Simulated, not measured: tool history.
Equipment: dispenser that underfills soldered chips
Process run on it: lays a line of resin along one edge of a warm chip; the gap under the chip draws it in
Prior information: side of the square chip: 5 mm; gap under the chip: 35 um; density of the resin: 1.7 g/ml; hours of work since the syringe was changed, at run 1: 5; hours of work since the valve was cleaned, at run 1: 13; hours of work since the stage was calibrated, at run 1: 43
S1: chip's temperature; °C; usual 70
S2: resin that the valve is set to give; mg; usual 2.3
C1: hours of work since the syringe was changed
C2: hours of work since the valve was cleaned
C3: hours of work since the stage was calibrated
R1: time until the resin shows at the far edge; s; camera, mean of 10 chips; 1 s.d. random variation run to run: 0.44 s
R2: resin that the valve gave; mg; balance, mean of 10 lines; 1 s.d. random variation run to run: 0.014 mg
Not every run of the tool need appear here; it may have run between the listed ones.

run	hour	S1	S2	C1	C2	C3	R1	R2
1	0	70	2.3	5	13	43	40.7	2.28
2	7	70	2.7	10	18	48	52.2	2.67
# hour 8.2: new syringe of resin
# hour 22.6: new syringe of resin
3	22.6	70	2.7	0	29	59	32.7	2.61
4	29.9	70	2.4	5	35	65	41.5	2.31
# hour 37.1: new syringe of resin
5	46	70	2.4	7	46	76	42.6	2.33
# hour 52.1: new syringe of resin
6	60.1	70	2.4	6	57	87	43.3	2.28
# hour 67.6: new syringe of resin
# hour 68.6: dispensing valve cleaned and set on the balance
7	76.3	70	2.4	6	6	98	41	2.4
# hour 83.5: new syringe of resin
8	87.5	70	2.4	3	14	106	38	2.35
# hour 98: new syringe of resin
9	100.3	56	2.3	2	23	115	54.3	2.26
10	110.1	70	2.3	9	31	123	49.7	2.21
# hour 112.7: new syringe of resin
11	120.2	70	2.72	6	38	130	42.9	2.62
# hour 127.7: new syringe of resin
12	136.7	70	2.72	7	50	142	43.1	2.63
# hour 142: new syringe of resin
13	147.5	70	2.3	4	58	150	41.2	2.16
# hour 155.1: dispensing valve cleaned and set on the balance
# hour 157.5: new syringe of resin
14	157.8	70	2.3	0	2	157	33.7	2.3
15	170.3	70	2.3	10	11	166	51.9	2.27
# hour 172.4: new syringe of resin
16	181.9	70	2.3	7	20	175	46.4	2.27
# hour 187.4: new syringe of resin
17	195	64	2.3	6	29	184	51.8	2.26
# hour 201.9: new syringe of resin
18	205.6	64	2.3	3	37	192	45.5	2.24
19	215.7	64	2.86	10	44	199	63.1	2.76
# hour 217.2: new syringe of resin
20	226.2	75	2.44	7	52	207	39.8	2.35
# hour 232: new syringe of resin
21	237.9	55	2.53	4	61	216	66.3	2.4
# hour 241.2: dispensing valve cleaned and set on the balance
# hour 247.4: new syringe of resin
22	247.4	78	2.33	0	4	222	26.4	2.32
23	259	78	2.33	9	13	230	39.3	2.27
# hour 262.5: new syringe of resin
24	272	70	2.5	7	23	240	45	2.44
# hour 276.9: new syringe of resin
25	280.2	70	2.5	2	29	246	37.9	2.44
# hour 292.3: new syringe of resin
26	295.4	59	2.14	2	40	257	54.3	2.07
27	305.7	66	2.33	10	47	265	60.8	2.22
# hour 306.9: new syringe of resin
28	319.4	62	2.69	9	57	275	66.8	2.58
# hour 321.3: new syringe of resin
# hour 328.1: dispensing valve cleaned and set on the balance
29	329.8	59	2.22	6	1	282	62.3	2.21
# hour 336.7: new syringe of resin
30	337.6	70	2.3	1	7	287	35.2	2.28
31	344.9	70	2.3	6	12	293	45.1	2.29
# hour 351.6: new syringe of resin
32	353.2	73	2.74	1	18	299	32.6	2.7

Run 33 has not been measured yet. What should we expect?
33	362	73	2.74	8	25	305	?	?

{"run 33": {"R1": 45.6, "R2": 2.69}}
The same run, on a tool lacking any hidden state, would have yielded R1 29.9 s, R2 2.75 mg.
